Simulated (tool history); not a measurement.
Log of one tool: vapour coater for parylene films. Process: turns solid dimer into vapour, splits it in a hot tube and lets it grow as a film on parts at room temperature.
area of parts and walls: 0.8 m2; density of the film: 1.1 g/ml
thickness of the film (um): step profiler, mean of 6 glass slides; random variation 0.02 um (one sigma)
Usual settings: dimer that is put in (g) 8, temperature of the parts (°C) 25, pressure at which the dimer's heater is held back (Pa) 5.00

run   hour  dimer that is put in (g)  temperature of the parts (°C)  pressure at which the dimer's heater is held back (Pa)  thickness of the film (um)
  1    0.0                         8                             25                                                    5.00                        4.89
  2   47.9                         8                             21                                                    5.00                        5.78
  3  113.2                         7                             25                                                    5.00                        4.32
  4  160.7                         7                             25                                                    5.00                        4.31
  5  231.3                         7                             25                                                    5.00                        4.29
  6  276.2                         8                             26                                                    5.00                        4.71
     349.7  -- trap's valve overhauled
  7  364.8                         8                             25                                                    2.09                        5.15
  8  427.2                         8                             25                                                    5.00                        4.93
  9  466.2                         8                             25                                                    5.00                        4.94
 10  545.7                         8                             25                                                    5.00                        4.91
 11  622.4                         8                             25                                                    5.00                        4.96
 12  668.2                         8                             25                                                    5.00                        4.90
 13  715.2                         8                             29                                                    5.00                        4.19
 14  763.3                         8                             29                                                    5.00                        4.19
     812.7  -- trap's valve overhauled
 15  813.1                         8                             29                                                    5.00                        4.21

Forecast each of these 3 alternatives for the next run:
  A  891.5                         8                             23                                                    5.00                           ?
  B  891.5                         8                             20                                                    5.00                           ?
  C  891.5                         8                             17                                                    5.00                           ?

run  thickness of the film (um)
  A                        5.28
  B                        5.96
  C                        6.71
Without the tool's hidden state the same runs would have given:
run  thickness of the film (um)
  A                        5.32
  B                        6.01
  C                        6.76
